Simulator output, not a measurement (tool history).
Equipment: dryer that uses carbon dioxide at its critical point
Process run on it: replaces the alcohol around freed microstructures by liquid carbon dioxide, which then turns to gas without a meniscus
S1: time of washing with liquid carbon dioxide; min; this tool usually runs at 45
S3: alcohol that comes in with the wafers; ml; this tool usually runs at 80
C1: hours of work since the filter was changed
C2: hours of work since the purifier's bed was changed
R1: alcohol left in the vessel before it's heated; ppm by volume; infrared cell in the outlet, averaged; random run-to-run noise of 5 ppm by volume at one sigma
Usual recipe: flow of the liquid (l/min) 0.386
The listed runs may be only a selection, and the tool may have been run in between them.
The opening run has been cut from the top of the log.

{"run": 2, "hour": 24.5, "S1": 45, "flow of the liquid (l/min)": 0.386, "S3": 80, "C1": 103, "C2": 704, "R1": 103}
{"run": 3, "hour": 45.1, "S1": 45, "flow of the liquid (l/min)": 0.386, "S3": 80, "C1": 112, "C2": 713, "R1": 94}
{"run": 4, "hour": 86.9, "S1": 45, "flow of the liquid (l/min)": 0.386, "S3": 80, "C1": 129, "C2": 730, "R1": 94}
{"run": 5, "hour": 119.1, "S1": 45, "flow of the liquid (l/min)": 0.529, "S3": 80, "C1": 143, "C2": 744, "R1": 73}
{"run": 6, "hour": 142.2, "S1": 45, "flow of the liquid (l/min)": 0.386, "S3": 80, "C1": 153, "C2": 754, "R1": 105}
{"run": 7, "hour": 171.5, "S1": 45, "flow of the liquid (l/min)": 0.386, "S3": 80, "C1": 165, "C2": 766, "R1": 108}
{"run": 8, "hour": 191.7, "S1": 45, "flow of the liquid (l/min)": 0.386, "S3": 80, "C1": 174, "C2": 774, "R1": 108}
{"run": 9, "hour": 232.6, "S1": 63, "flow of the liquid (l/min)": 0.386, "S3": 80, "C1": 191, "C2": 792, "R1": 94}
{"run": 10, "hour": 258.8, "S1": 63, "flow of the liquid (l/min)": 0.281, "S3": 80, "C1": 202, "C2": 803, "R1": 123}
{"hour": 263.4, "done": "inlet filter changed"}
{"run": 11, "hour": 295.9, "S1": 45, "flow of the liquid (l/min)": 0.272, "S3": 80, "C1": 14, "C2": 818, "R1": 255}
{"run": 12, "hour": 327.8, "S1": 45, "flow of the liquid (l/min)": 0.272, "S3": 80, "C1": 27, "C2": 831, "R1": 258}
{"run": 13, "hour": 345.7, "S1": 45, "flow of the liquid (l/min)": 0.386, "S3": 80, "C1": 35, "C2": 839, "R1": 112}
{"run": 14, "hour": 382.0, "S1": 45, "flow of the liquid (l/min)": 0.307, "S3": 80, "C1": 50, "C2": 854, "R1": 184}
{"run": 15, "hour": 424.7, "S1": 50, "flow of the liquid (l/min)": 0.386, "S3": 80, "C1": 68, "C2": 872, "R1": 82}
{"run": 16, "hour": 462.9, "S1": 69, "flow of the liquid (l/min)": 0.386, "S3": 80, "C1": 84, "C2": 888, "R1": 94}
{"run": 17, "hour": 484.8, "S1": 69, "flow of the liquid (l/min)": 0.386, "S3": 80, "C1": 93, "C2": 897, "R1": 95}
{"run": 18, "hour": 525.4, "S1": 68, "flow of the liquid (l/min)": 0.386, "S3": 80, "C1": 110, "C2": 914, "R1": 96}
{"run": 19, "hour": 560.9, "S1": 45, "flow of the liquid (l/min)": 0.386, "S3": 22, "C1": 125, "C2": 929, "R1": 103}
{"run": 20, "hour": 594.6, "S1": 45, "flow of the liquid (l/min)": 0.386, "S3": 41, "C1": 139, "C2": 944, "R1": 105}
{"run": 21, "hour": 637.4, "S1": 45, "flow of the liquid (l/min)": 0.386, "S3": 80, "C1": 157, "C2": 962, "R1": 124}

Run 22 is up next; what results do you expect?
{"run": 22, "hour": 680.1, "S1": 45, "flow of the liquid (l/min)": 0.386, "S3": 80, "C1": 175, "C2": 980, "R1": "?"}

R1: 123 ppm by volume
With the hidden condition absent and the run-to-run variation left alone, this run would have shown R1 12 ppm by volume.

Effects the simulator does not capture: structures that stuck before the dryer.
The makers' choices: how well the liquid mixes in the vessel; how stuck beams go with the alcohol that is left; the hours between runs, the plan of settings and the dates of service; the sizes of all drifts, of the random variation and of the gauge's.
